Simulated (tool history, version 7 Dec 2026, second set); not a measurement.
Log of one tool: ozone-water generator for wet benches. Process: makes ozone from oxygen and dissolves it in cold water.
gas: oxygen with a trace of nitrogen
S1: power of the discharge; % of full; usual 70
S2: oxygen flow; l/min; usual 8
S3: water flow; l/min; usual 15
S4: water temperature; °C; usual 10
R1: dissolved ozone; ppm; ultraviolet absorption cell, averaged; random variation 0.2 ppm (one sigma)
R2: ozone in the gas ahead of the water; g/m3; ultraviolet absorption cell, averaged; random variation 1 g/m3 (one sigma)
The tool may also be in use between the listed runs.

run,hour,S1,S2,S3,S4,R1,R2
1,0,70,8,15,10,28.9,179.4
2,146.1,70,8,15,10,29.2,179.4
3,287.6,70,8,15,10,29.4,176.7
4,432.8,70,8,15,10,29,177
5,574.6,70,8,15,10,28.9,176.7
6,668.9,70,8,15,10,29.3,178.1
7,801.9,96,8,20,10,29.7,226.2
8,986,70,8,15,10,29.3,175.1
9,1120.9,70,8,15,10,29,176.7
10,1276.4,70,8,9,10,40.3,177.8
11,1427.5,66,6.41,19,10,23,186.5

Forecast each of these 3 alternatives for the next run:
# hour 1525.9: water thermometer calibrated
A,1548.1,66,6.41,9,10,?,?
# hour 1525.9: water thermometer calibrated
B,1548.1,66,6.41,14,10,?,?
# hour 1525.9: water thermometer calibrated
C,1548.1,70,8,15,7,?,?

run,R1,R2
A,39.7,184.7
B,29.4,184.6
C,30.7,176.6
Without the tool's hidden state the same runs would have given:
run,R1,R2
A,39.7,188.1
B,29.5,188
C,30.8,179.8
